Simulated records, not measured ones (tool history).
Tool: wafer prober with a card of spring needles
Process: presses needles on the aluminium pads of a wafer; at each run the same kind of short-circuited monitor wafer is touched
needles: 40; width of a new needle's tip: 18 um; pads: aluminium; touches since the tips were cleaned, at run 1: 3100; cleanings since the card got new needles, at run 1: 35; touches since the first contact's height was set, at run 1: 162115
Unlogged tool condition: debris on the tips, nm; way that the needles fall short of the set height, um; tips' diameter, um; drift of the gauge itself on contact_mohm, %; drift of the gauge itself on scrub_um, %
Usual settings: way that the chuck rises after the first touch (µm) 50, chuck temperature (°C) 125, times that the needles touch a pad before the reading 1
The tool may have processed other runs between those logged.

run,hour,way that the chuck rises after the first touch (µm),chuck temperature (°C),times that the needles touch a pad before the reading,touches since the tips were cleaned,cleanings since the card got new needles,touches since the first contact's height was set,resistance of one needle with its contact and lead (mohm),way that a needle slides on the pad (µm)
1,0.0,50,125,1,3100,35,162115,348,11.18
# hour 16.5: tips cleaned on abrasive film
2,16.5,50,125,1,23,36,167359,490,11.00
# hour 20.2: height of the first contact set anew
# hour 43.8: tips cleaned on abrasive film
3,56.5,50,125,1,4042,37,11559,389,11.38
# hour 72.1: tips cleaned on abrasive film
4,75.4,50,125,1,1062,38,17558,295,11.36
# hour 99.2: tips cleaned on abrasive film
5,113.4,52,125,1,4556,39,29652,382,11.78
# hour 128.1: tips cleaned on abrasive film
6,153.4,50,125,1,8082,40,42363,442,11.33
# hour 156.7: tips cleaned on abrasive film
7,179.9,50,125,1,7383,41,50773,437,11.26
# hour 183.5: tips cleaned on abrasive film
# hour 212.2: tips cleaned on abrasive film
8,218.2,50,125,1,1922,43,62932,331,11.25
# hour 238.5: tips cleaned on abrasive film, once more
9,244.9,50,125,1,2064,44,71431,321,11.29
# hour 267.2: tips cleaned on abrasive film
10,273.0,50,125,1,1851,45,80337,328,11.25
# hour 294.1: tips cleaned on abrasive film
11,308.8,50,125,1,4696,46,91748,409,11.13
# hour 322.2: tips cleaned on abrasive film
12,329.3,50,125,1,2285,47,98252,343,11.24
# hour 349.0: tips cleaned on abrasive film
13,351.4,50,125,2,796,48,105273,262,11.20
# hour 376.7: tips cleaned on abrasive film
14,389.4,50,125,2,4042,49,117347,321,11.19

Run 15 has not been measured yet. What should we expect?
# hour 402.8: tips cleaned on abrasive film
15,407.5,50,31,1,1501,50,123072,?,?

Run 15 measured resistance of one needle with its contact and lead (mohm) 302, way that a needle slides on the pad (µm) 11.18.
With no hidden state in the tool, this same run would have given resistance of one needle with its contact and lead (mohm) 208, way that a needle slides on the pad (µm) 11.36.

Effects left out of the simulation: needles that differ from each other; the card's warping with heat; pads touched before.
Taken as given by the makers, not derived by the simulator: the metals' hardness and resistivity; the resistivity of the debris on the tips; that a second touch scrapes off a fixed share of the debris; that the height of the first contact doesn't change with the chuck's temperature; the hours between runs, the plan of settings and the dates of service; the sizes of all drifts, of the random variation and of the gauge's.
